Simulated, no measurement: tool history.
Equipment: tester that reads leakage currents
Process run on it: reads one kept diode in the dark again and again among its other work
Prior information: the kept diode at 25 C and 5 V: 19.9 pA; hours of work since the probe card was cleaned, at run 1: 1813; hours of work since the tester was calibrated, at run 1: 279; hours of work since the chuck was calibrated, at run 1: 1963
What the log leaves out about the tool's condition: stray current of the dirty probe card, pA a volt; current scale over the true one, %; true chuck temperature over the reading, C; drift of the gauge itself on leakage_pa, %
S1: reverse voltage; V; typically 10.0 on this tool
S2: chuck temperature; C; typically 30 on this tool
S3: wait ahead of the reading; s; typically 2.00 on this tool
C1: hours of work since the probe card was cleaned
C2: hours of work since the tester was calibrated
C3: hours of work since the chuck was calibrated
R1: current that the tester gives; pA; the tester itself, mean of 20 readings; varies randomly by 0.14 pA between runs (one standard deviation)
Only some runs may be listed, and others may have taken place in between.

run 1 day=0.000 | S1=10.0 S2=30 S3=2.00 | C1=1813 C2=279 C3=1963 | R1=62.39
run 2 day=1.275 | S1=10.0 S2=30 S3=2.00 | C1=1832 C2=298 C3=1981 | R1=62.63
run 3 day=2.079 | S1=10.0 S2=30 S3=2.00 | C1=1843 C2=310 C3=1993 | R1=62.21
run 4 day=3.425 | S1=10.0 S2=30 S3=2.00 | C1=1863 C2=329 C3=2013 | R1=62.85
run 5 day=4.383 | S1=10.0 S2=30 S3=2.00 | C1=1877 C2=343 C3=2027 | R1=63.10
run 6 day=5.208 | S1=10.0 S2=30 S3=2.00 | C1=1889 C2=355 C3=2039 | R1=62.97
run 7 day=6.692 | S1=10.0 S2=30 S3=2.00 | C1=1910 C2=377 C3=2060 | R1=63.31
run 8 day=8.517 | S1=11.0 S2=30 S3=2.00 | C1=1937 C2=403 C3=2087 | R1=67.09
-- day=8.725 chuck's temperature calibrated
run 9 day=9.933 | S1=11.0 S2=36 S3=2.00 | C1=1956 C2=423 C3=18 | R1=103.63
run 10 day=10.771 | S1=6.3 S2=36 S3=2.00 | C1=1969 C2=435 C3=30 | R1=75.71
run 11 day=11.908 | S1=5.7 S2=30 S3=6.63 | C1=1985 C2=452 C3=46 | R1=46.34
run 12 day=13.096 | S1=13.1 S2=30 S3=2.09 | C1=2002 C2=469 C3=64 | R1=77.21
run 13 day=14.592 | S1=13.1 S2=30 S3=2.09 | C1=2024 C2=491 C3=85 | R1=77.79
run 14 day=15.808 | S1=10.0 S2=30 S3=0.77 | C1=2042 C2=508 C3=103 | R1=67.87
run 15 day=17.033 | S1=10.0 S2=30 S3=0.77 | C1=2060 C2=526 C3=121 | R1=68.06
-- day=18.233 chuck's temperature calibrated, once more
run 16 day=18.371 | S1=10.0 S2=30 S3=0.77 | C1=2078 C2=544 C3=2 | R1=61.14
run 17 day=19.396 | S1=1.8 S2=28 S3=1.04 | C1=2093 C2=559 C3=17 | R1=18.88
run 18 day=21.117 | S1=1.8 S2=28 S3=1.04 | C1=2118 C2=584 C3=42 | R1=18.74

Results per run with the tool's hidden condition removed, run-to-run variation unchanged:
run=1 R1=44.94
run=2 R1=44.99
run=3 R1=44.60
run=4 R1=44.91
run=5 R1=45.04
run=6 R1=44.84
run=7 R1=44.94
run=8 R1=47.00
run=9 R1=77.09
run=10 R1=58.13
run=11 R1=33.21
run=12 R1=51.31
run=13 R1=51.52
run=14 R1=46.75
run=15 R1=46.78
run=16 R1=46.79
run=17 R1=16.16
run=18 R1=15.98
